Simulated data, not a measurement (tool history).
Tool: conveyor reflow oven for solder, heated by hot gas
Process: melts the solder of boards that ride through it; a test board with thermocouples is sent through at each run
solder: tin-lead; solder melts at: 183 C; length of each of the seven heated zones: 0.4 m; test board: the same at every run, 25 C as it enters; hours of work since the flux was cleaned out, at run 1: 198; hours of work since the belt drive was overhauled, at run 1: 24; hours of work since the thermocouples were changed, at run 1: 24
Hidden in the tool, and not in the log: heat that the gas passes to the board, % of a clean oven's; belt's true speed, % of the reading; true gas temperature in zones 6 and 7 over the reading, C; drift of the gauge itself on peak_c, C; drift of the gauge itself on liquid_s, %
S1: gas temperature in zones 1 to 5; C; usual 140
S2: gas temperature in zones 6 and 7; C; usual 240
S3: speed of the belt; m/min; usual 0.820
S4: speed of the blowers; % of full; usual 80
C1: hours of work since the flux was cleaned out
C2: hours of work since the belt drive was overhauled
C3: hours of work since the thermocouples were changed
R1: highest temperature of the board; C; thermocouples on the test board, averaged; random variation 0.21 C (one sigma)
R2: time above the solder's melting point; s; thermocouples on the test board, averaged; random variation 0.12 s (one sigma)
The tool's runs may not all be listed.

run 1 day=0.000 | S1=140 S2=240 S3=0.820 S4=80 | C1=198 C2=24 C3=24 | R1=219.0 R2=44.8
run 2 day=0.483 | S1=140 S2=240 S3=0.820 S4=80 | C1=203 C2=29 C3=29 | R1=219.2 R2=44.8
run 3 day=0.938 | S1=141 S2=240 S3=0.820 S4=80 | C1=208 C2=33 C3=33 | R1=219.7 R2=45.2
run 4 day=1.450 | S1=139 S2=240 S3=0.820 S4=80 | C1=213 C2=39 C3=39 | R1=218.9 R2=44.4
run 5 day=1.771 | S1=139 S2=240 S3=0.820 S4=80 | C1=217 C2=42 C3=42 | R1=218.6 R2=44.3
run 6 day=2.267 | S1=140 S2=240 S3=0.820 S4=80 | C1=222 C2=47 C3=47 | R1=218.9 R2=44.7
run 7 day=2.642 | S1=140 S2=240 S3=0.820 S4=80 | C1=226 C2=51 C3=51 | R1=218.7 R2=44.3
run 8 day=2.925 | S1=140 S2=240 S3=0.820 S4=80 | C1=229 C2=54 C3=54 | R1=218.7 R2=44.6
run 9 day=3.358 | S1=140 S2=240 S3=0.820 S4=80 | C1=233 C2=59 C3=59 | R1=218.5 R2=44.8
run 10 day=3.783 | S1=140 S2=240 S3=0.741 S4=80 | C1=238 C2=63 C3=63 | R1=222.3 R2=51.9
run 11 day=4.138 | S1=140 S2=240 S3=0.741 S4=80 | C1=241 C2=67 C3=67 | R1=222.6 R2=51.8
run 12 day=4.512 | S1=140 S2=240 S3=0.844 S4=80 | C1=245 C2=71 C3=71 | R1=217.6 R2=42.5
run 13 day=5.021 | S1=140 S2=240 S3=0.844 S4=80 | C1=251 C2=76 C3=76 | R1=217.9 R2=42.7
run 14 day=5.317 | S1=140 S2=240 S3=0.829 S4=80 | C1=254 C2=79 C3=79 | R1=217.6 R2=43.8
run 15 day=5.696 | S1=140 S2=240 S3=0.820 S4=80 | C1=258 C2=83 C3=83 | R1=218.5 R2=44.4
run 16 day=6.050 | S1=138 S2=240 S3=0.820 S4=80 | C1=261 C2=87 C3=87 | R1=218.1 R2=43.8
run 17 day=6.300 | S1=140 S2=240 S3=0.697 S4=69 | C1=264 C2=89 C3=89 | R1=221.0 R2=54.4
run 18 day=6.808 | S1=140 S2=240 S3=0.697 S4=69 | C1=269 C2=95 C3=95 | R1=220.5 R2=54.2
run 19 day=7.175 | S1=126 S2=236 S3=0.700 S4=63 | C1=273 C2=99 C3=99 | R1=212.5 R2=43.5
run 20 day=7.558 | S1=126 S2=246 S3=0.700 S4=63 | C1=277 C2=103 C3=103 | R1=221.3 R2=49.7
run 21 day=8.021 | S1=127 S2=250 S3=0.877 S4=70 | C1=282 C2=107 C3=107 | R1=217.0 R2=37.0
run 22 day=8.579 | S1=136 S2=230 S3=0.723 S4=65 | C1=288 C2=113 C3=113 | R1=209.0 R2=42.0
run 23 day=8.900 | S1=144 S2=240 S3=0.928 S4=72 | C1=291 C2=116 C3=116 | R1=211.7 R2=35.4
run 24 day=9.179 | S1=140 S2=240 S3=0.824 S4=80 | C1=294 C2=119 C3=119 | R1=217.8 R2=44.0
run 25 day=9.662 | S1=140 S2=240 S3=0.824 S4=80 | C1=299 C2=124 C3=124 | R1=217.9 R2=43.9
run 26 day=10.096 | S1=139 S2=240 S3=0.817 S4=90 | C1=304 C2=129 C3=129 | R1=221.2 R2=46.0
run 27 day=10.342 | S1=135 S2=240 S3=0.820 S4=52 | C1=306 C2=132 C3=132 | R1=206.0 R2=32.0
run 28 day=10.621 | S1=135 S2=248 S3=0.870 S4=64 | C1=309 C2=134 C3=134 | R1=214.6 R2=37.6
run 29 day=11.000 | S1=146 S2=240 S3=0.820 S4=80 | C1=313 C2=138 C3=138 | R1=219.4 R2=46.7
run 30 day=11.517 | S1=153 S2=243 S3=0.898 S4=61 | C1=318 C2=144 C3=144 | R1=213.4 R2=39.9
run 31 day=11.996 | S1=140 S2=236 S3=0.662 S4=80 | C1=323 C2=149 C3=149 | R1=220.9 R2=58.2
-- day=12.612 flux residue cleaned out of gas plates and filters
run 32 day=12.617 | S1=140 S2=243 S3=0.662 S4=80 | C1=0 C2=153 C3=153 | R1=229.4 R2=62.7

Hidden state or all else? Some run-to-run changes of R1, split into what the settings, what came in and random variation would give without the hidden state, and what is left for the hidden state (with any gauge scatter that isn't in both results):
Run 19 -> 20: S2 236 -> 246. R1 +8.8 C: hidden state -0.2, all else +9.0.
Run 20 -> 21: S1 126 -> 127, S2 246 -> 250, S3 0.700 -> 0.877, S4 63 -> 70. R1 -4.3 C: hidden state -0.7, all else -3.6.
Run 21 -> 22: S1 127 -> 136, S2 250 -> 230, S3 0.877 -> 0.723, S4 70 -> 65. R1 -8.0 C: hidden state +0.9, all else -8.9.
Run 26 -> 27: S1 139 -> 135, S3 0.817 -> 0.820, S4 90 -> 52. R1 -15.2 C: hidden state +0.4, all else -15.6.
Run 27 -> 28: S2 240 -> 248, S3 0.820 -> 0.870, S4 52 -> 64. R1 +8.6 C: hidden state -0.6, all else +9.2.
Run 31 -> 32: S2 236 -> 243, flux residue cleaned out of gas plates and filters. R1 +8.5 C: hidden state +1.9, all else +6.6.
